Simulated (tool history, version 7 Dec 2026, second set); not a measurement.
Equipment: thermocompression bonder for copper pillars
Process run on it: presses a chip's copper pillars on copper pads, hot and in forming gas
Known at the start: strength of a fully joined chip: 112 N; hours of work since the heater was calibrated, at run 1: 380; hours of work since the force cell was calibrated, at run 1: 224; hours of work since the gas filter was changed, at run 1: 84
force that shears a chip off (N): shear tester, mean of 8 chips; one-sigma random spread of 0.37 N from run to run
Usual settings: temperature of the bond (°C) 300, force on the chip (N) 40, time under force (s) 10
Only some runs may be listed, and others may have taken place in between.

run	hour	temperature of the bond (°C)	force on the chip (N)	time under force (s)	hours of work since the heater was calibrated	hours of work since the force cell was calibrated	hours of work since the gas filter was changed	force that shears a chip off (N)
1	0.0	300	40	10	380	224	84	84.0
2	15.2	300	40	10	388	232	92	83.7
3	34.5	300	40	10	397	242	102	83.7
4	48.0	328	40	10	404	249	109	97.0
5	65.1	328	40	10	413	257	118	97.4
6	75.2	328	40	10	418	263	123	96.5
7	89.1	300	40	12	425	270	130	85.9
8	103.5	300	34	10	433	277	137	78.5
# hour 106.3: force cell calibrated
9	122.9	300	34	10	442	9	146	77.7
10	141.2	300	34	10	451	18	156	78.5
11	158.9	300	34	10	460	27	165	77.7
# hour 178.3: force cell calibrated, once more
12	178.3	290	34	10	469	0	174	70.0
13	197.6	322	44	27	479	10	184	102.9
14	216.5	316	40	6	489	19	193	80.6
15	224.8	300	40	12	493	24	198	83.9
16	236.9	322	40	16	499	30	204	96.9

Forecast each of these 4 alternatives for the next run:
A	251.4	300	46	10	507	37	211	?
B	251.4	322	40	14	507	37	211	?
C	251.4	309	40	8	507	37	211	?
D	251.4	322	36	20	507	37	211	?

run	force that shears a chip off (N)
A	84.0
B	95.3
C	81.5
D	98.3
Without the tool's unlogged condition, the same runs would have read:
run	force that shears a chip off (N)
A	87.3
B	100.0
C	84.7
D	103.3
